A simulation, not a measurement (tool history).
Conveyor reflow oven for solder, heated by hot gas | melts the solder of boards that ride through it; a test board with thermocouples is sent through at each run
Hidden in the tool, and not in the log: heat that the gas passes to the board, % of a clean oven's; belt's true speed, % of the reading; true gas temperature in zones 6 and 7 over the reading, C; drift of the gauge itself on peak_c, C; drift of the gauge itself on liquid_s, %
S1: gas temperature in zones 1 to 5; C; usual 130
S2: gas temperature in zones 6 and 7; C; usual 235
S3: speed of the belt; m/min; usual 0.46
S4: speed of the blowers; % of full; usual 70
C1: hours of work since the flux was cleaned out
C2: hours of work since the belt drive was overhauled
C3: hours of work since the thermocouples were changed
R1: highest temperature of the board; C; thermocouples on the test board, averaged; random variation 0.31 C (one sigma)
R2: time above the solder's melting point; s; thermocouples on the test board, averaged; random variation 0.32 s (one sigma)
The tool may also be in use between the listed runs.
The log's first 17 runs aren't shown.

Run 18, hour 825.4: usual settings but S3 0.495 m/min, S4 67 % of full; C1 74; C2 39; C3 719. Result: R1 214.2 C, R2 48.4 s.
Run 19, hour 877.9: usual settings but S1 145 C, S4 85 % of full; C1 98; C2 63; C3 743. Result: R1 224.1 C, R2 66 s.
Run 20, hour 945.6: usual settings but S1 145 C, S4 85 % of full; C1 130; C2 94; C3 775. Result: R1 223.6 C, R2 66.2 s.
At hour 989.3: thermocouples of zones 6 and 7 changed.
Run 21, hour 994.7: usual settings but S1 118 C, S4 85 % of full; C1 151; C2 116; C3 3. Result: R1 217.5 C, R2 52.6 s.
Run 22, hour 1043.1: usual settings but S1 118 C, S4 85 % of full; C1 174; C2 139; C3 25. Result: R1 216.7 C, R2 52.6 s.
Run 23, hour 1084.9: usual settings but S2 230 C, S4 51 % of full; C1 193; C2 158; C3 44. Result: R1 203.5 C, R2 39.7 s.
Run 24, hour 1135.8: usual settings but S1 145 C, S2 247 C; C1 217; C2 182; C3 68. Result: R1 226.7 C, R2 68.7 s.
Run 25, hour 1177.5: usual settings but S1 145 C, S2 245 C; C1 236; C2 201; C3 87. Result: R1 225.8 C, R2 66.8 s.
Run 26, hour 1235: usual settings but S1 145 C, S2 245 C; C1 263; C2 228; C3 114. Result: R1 224.9 C, R2 67 s.
Run 27, hour 1277.2: usual settings but S1 145 C, S2 245 C; C1 283; C2 247; C3 134. Result: R1 224.6 C, R2 66 s.
Run 28, hour 1337.8: usual settings but S1 126 C, S2 229 C, S3 0.409 m/min, S4 63 % of full; C1 311; C2 275; C3 162. Result: R1 210.4 C, R2 53.2 s.
Run 29, hour 1382.7: usual settings but S1 126 C, S2 229 C, S3 0.409 m/min, S4 63 % of full; C1 332; C2 296; C3 183. Result: R1 209.4 C, R2 53 s.
Run 30, hour 1458.4: usual settings but S1 126 C, S2 248 C, S3 0.448 m/min, S4 63 % of full; C1 367; C2 331; C3 218. Result: R1 222 C, R2 58.7 s.

Forecast each of these 4 alternatives for the next run:
Run A, hour 1527.5: usual settings but S2 231 C, S3 0.394 m/min; C1 399; C2 364; C3 250. Result: R1 ?, R2 ?.
Run B, hour 1527.5: usual settings but S2 236 C, S4 65 % of full; C1 399; C2 364; C3 250. Result: R1 ?, R2 ?.
Run C, hour 1527.5: usual settings but S1 124 C, S2 248 C, S3 0.527 m/min, S4 55 % of full; C1 399; C2 364; C3 250. Result: R1 ?, R2 ?.
Run D, hour 1527.5: usual settings but S1 136 C, S3 0.545 m/min, S4 54 % of full; C1 399; C2 364; C3 250. Result: R1 ?, R2 ?.

run     R1    R2
  A  214.3  63.4
  B  211.8  49.9
  C  208.5  38.5
  D  200.6  30.9
Without the tool's hidden state the same runs would have given:
run     R1    R2
  A  217.4  66.8
  B  215.6  53.9
  C  213.1  42.8
  D  204.5  35.9

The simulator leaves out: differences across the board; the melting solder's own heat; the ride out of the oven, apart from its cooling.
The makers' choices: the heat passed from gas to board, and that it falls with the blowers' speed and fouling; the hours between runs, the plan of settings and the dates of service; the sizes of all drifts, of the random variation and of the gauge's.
